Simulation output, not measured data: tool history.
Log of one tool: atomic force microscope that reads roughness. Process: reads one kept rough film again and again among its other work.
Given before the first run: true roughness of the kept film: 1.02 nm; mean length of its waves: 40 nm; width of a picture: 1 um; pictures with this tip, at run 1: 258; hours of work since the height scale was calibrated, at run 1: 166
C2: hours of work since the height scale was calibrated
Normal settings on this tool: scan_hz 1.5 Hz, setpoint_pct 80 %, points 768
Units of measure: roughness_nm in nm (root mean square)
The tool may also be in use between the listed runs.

{"run": 1, "hour": 0.0, "scan_hz": 1.5, "setpoint_pct": 80, "points": 768, "pictures with this tip": 258, "C2": 166, "roughness_nm": 0.9334}
{"run": 2, "hour": 21.2, "scan_hz": 1.5, "setpoint_pct": 80, "points": 768, "pictures with this tip": 285, "C2": 175, "roughness_nm": 0.93}
{"hour": 31.2, "done": "new tip fitted"}
{"run": 3, "hour": 37.5, "scan_hz": 1.5, "setpoint_pct": 80, "points": 768, "pictures with this tip": 9, "C2": 181, "roughness_nm": 0.9308}
{"run": 4, "hour": 51.3, "scan_hz": 1.5, "setpoint_pct": 80, "points": 768, "pictures with this tip": 27, "C2": 187, "roughness_nm": 0.9329}
{"run": 5, "hour": 68.8, "scan_hz": 1.5, "setpoint_pct": 88, "points": 768, "pictures with this tip": 49, "C2": 194, "roughness_nm": 0.9022}
{"run": 6, "hour": 80.8, "scan_hz": 1.5, "setpoint_pct": 88, "points": 768, "pictures with this tip": 65, "C2": 199, "roughness_nm": 0.9004}
{"run": 7, "hour": 92.0, "scan_hz": 1.5, "setpoint_pct": 80, "points": 768, "pictures with this tip": 79, "C2": 204, "roughness_nm": 0.9318}
{"run": 8, "hour": 107.9, "scan_hz": 1.5, "setpoint_pct": 80, "points": 768, "pictures with this tip": 100, "C2": 210, "roughness_nm": 0.9324}
{"run": 9, "hour": 130.0, "scan_hz": 1.5, "setpoint_pct": 80, "points": 768, "pictures with this tip": 129, "C2": 220, "roughness_nm": 0.9319}
{"run": 10, "hour": 139.9, "scan_hz": 1.5, "setpoint_pct": 80, "points": 768, "pictures with this tip": 142, "C2": 224, "roughness_nm": 0.9308}
{"run": 11, "hour": 154.9, "scan_hz": 1.52, "setpoint_pct": 80, "points": 768, "pictures with this tip": 161, "C2": 230, "roughness_nm": 0.9322}
{"run": 12, "hour": 169.5, "scan_hz": 1.52, "setpoint_pct": 80, "points": 531, "pictures with this tip": 180, "C2": 236, "roughness_nm": 0.9316}
{"run": 13, "hour": 185.7, "scan_hz": 1.5, "setpoint_pct": 56, "points": 768, "pictures with this tip": 201, "C2": 243, "roughness_nm": 0.9875}
{"run": 14, "hour": 195.8, "scan_hz": 1.5, "setpoint_pct": 56, "points": 768, "pictures with this tip": 215, "C2": 247, "roughness_nm": 0.9875}
{"run": 15, "hour": 209.7, "scan_hz": 1.5, "setpoint_pct": 80, "points": 353, "pictures with this tip": 233, "C2": 253, "roughness_nm": 0.9277}
{"run": 16, "hour": 228.9, "scan_hz": 1.5, "setpoint_pct": 80, "points": 344, "pictures with this tip": 258, "C2": 261, "roughness_nm": 0.9283}
{"run": 17, "hour": 245.0, "scan_hz": 1.5, "setpoint_pct": 80, "points": 344, "pictures with this tip": 279, "C2": 268, "roughness_nm": 0.928}
{"hour": 259.0, "done": "new tip fitted"}
{"run": 18, "hour": 264.3, "scan_hz": 1.5, "setpoint_pct": 80, "points": 265, "pictures with this tip": 7, "C2": 275, "roughness_nm": 0.9241}
{"run": 19, "hour": 275.7, "scan_hz": 1.5, "setpoint_pct": 80, "points": 265, "pictures with this tip": 22, "C2": 280, "roughness_nm": 0.9242}
{"run": 20, "hour": 288.2, "scan_hz": 1.5, "setpoint_pct": 80, "points": 265, "pictures with this tip": 38, "C2": 285, "roughness_nm": 0.9246}
{"run": 21, "hour": 302.6, "scan_hz": 1.5, "setpoint_pct": 80, "points": 265, "pictures with this tip": 57, "C2": 291, "roughness_nm": 0.9234}
{"run": 22, "hour": 319.2, "scan_hz": 1.5, "setpoint_pct": 80, "points": 265, "pictures with this tip": 79, "C2": 298, "roughness_nm": 0.9227}
{"run": 23, "hour": 333.6, "scan_hz": 1.5, "setpoint_pct": 80, "points": 265, "pictures with this tip": 97, "C2": 304, "roughness_nm": 0.9253}
{"run": 24, "hour": 348.5, "scan_hz": 1.5, "setpoint_pct": 80, "points": 506, "pictures with this tip": 117, "C2": 310, "roughness_nm": 0.9313}
{"run": 25, "hour": 369.6, "scan_hz": 0.83, "setpoint_pct": 61, "points": 314, "pictures with this tip": 144, "C2": 319, "roughness_nm": 0.9874}
{"run": 26, "hour": 385.6, "scan_hz": 1.07, "setpoint_pct": 86, "points": 768, "pictures with this tip": 165, "C2": 326, "roughness_nm": 0.9355}
{"run": 27, "hour": 400.3, "scan_hz": 0.71, "setpoint_pct": 69, "points": 561, "pictures with this tip": 184, "C2": 332, "roughness_nm": 0.9854}
{"run": 28, "hour": 422.3, "scan_hz": 2.11, "setpoint_pct": 69, "points": 901, "pictures with this tip": 213, "C2": 341, "roughness_nm": 0.946}
{"run": 29, "hour": 436.4, "scan_hz": 1.5, "setpoint_pct": 56, "points": 768, "pictures with this tip": 231, "C2": 347, "roughness_nm": 0.9874}
{"run": 30, "hour": 451.6, "scan_hz": 1.24, "setpoint_pct": 80, "points": 768, "pictures with this tip": 251, "C2": 353, "roughness_nm": 0.9431}
{"run": 31, "hour": 472.8, "scan_hz": 1.5, "setpoint_pct": 80, "points": 341, "pictures with this tip": 278, "C2": 362, "roughness_nm": 0.9271}
{"hour": 488.2, "done": "new tip fitted"}
{"run": 32, "hour": 493.5, "scan_hz": 2.3, "setpoint_pct": 56, "points": 768, "pictures with this tip": 7, "C2": 371, "roughness_nm": 0.9782}
{"run": 33, "hour": 516.7, "scan_hz": 2.3, "setpoint_pct": 56, "points": 768, "pictures with this tip": 37, "C2": 380, "roughness_nm": 0.974}
{"run": 34, "hour": 531.8, "scan_hz": 1.64, "setpoint_pct": 56, "points": 350, "pictures with this tip": 56, "C2": 387, "roughness_nm": 0.9839}
{"run": 35, "hour": 550.9, "scan_hz": 0.69, "setpoint_pct": 60, "points": 913, "pictures with this tip": 81, "C2": 395, "roughness_nm": 0.9961}
{"run": 36, "hour": 563.0, "scan_hz": 0.97, "setpoint_pct": 80, "points": 287, "pictures with this tip": 97, "C2": 400, "roughness_nm": 0.9525}
{"run": 37, "hour": 573.0, "scan_hz": 2.85, "setpoint_pct": 76, "points": 518, "pictures with this tip": 110, "C2": 404, "roughness_nm": 0.8952}
{"run": 38, "hour": 586.1, "scan_hz": 1.5, "setpoint_pct": 62, "points": 588, "pictures with this tip": 127, "C2": 409, "roughness_nm": 0.9763}
{"run": 39, "hour": 606.2, "scan_hz": 2.02, "setpoint_pct": 80, "points": 768, "pictures with this tip": 153, "C2": 418, "roughness_nm": 0.9071}
{"run": 40, "hour": 622.9, "scan_hz": 3.29, "setpoint_pct": 57, "points": 256, "pictures with this tip": 175, "C2": 425, "roughness_nm": 0.9539}
{"run": 41, "hour": 641.6, "scan_hz": 1.1, "setpoint_pct": 56, "points": 296, "pictures with this tip": 199, "C2": 432, "roughness_nm": 0.9861}
{"run": 42, "hour": 659.1, "scan_hz": 0.88, "setpoint_pct": 57, "points": 296, "pictures with this tip": 222, "C2": 440, "roughness_nm": 0.9879}
{"run": 43, "hour": 680.5, "scan_hz": 0.85, "setpoint_pct": 57, "points": 734, "pictures with this tip": 250, "C2": 449, "roughness_nm": 0.9933}
{"run": 44, "hour": 697.7, "scan_hz": 2.03, "setpoint_pct": 57, "points": 663, "pictures with this tip": 272, "C2": 456, "roughness_nm": 0.9787}
{"hour": 717.4, "done": "new tip fitted"}
{"run": 45, "hour": 718.6, "scan_hz": 2.03, "setpoint_pct": 57, "points": 663, "pictures with this tip": 2, "C2": 464, "roughness_nm": 0.9774}
{"run": 46, "hour": 739.7, "scan_hz": 1.48, "setpoint_pct": 72, "points": 698, "pictures with this tip": 29, "C2": 473, "roughness_nm": 0.9564}
{"run": 47, "hour": 760.6, "scan_hz": 1.48, "setpoint_pct": 65, "points": 698, "pictures with this tip": 56, "C2": 482, "roughness_nm": 0.9747}

Hidden condition of the tool, last listed run before each entry between runs versus first listed run after:
Between runs 2 and 3: new tip fitted (hour 31.2)
  radius of the tip, nm: 5.2 -> 5
Between runs 17 and 18: new tip fitted (hour 259)
  radius of the tip, nm: 5.2 -> 5
Between runs 31 and 32: new tip fitted (hour 488.2)
  radius of the tip, nm: 5.2 -> 5
Between runs 44 and 45: new tip fitted (hour 717.4)
  radius of the tip, nm: 5.2 -> 5; height scale over the true one, %: 0.01 -> 0.02
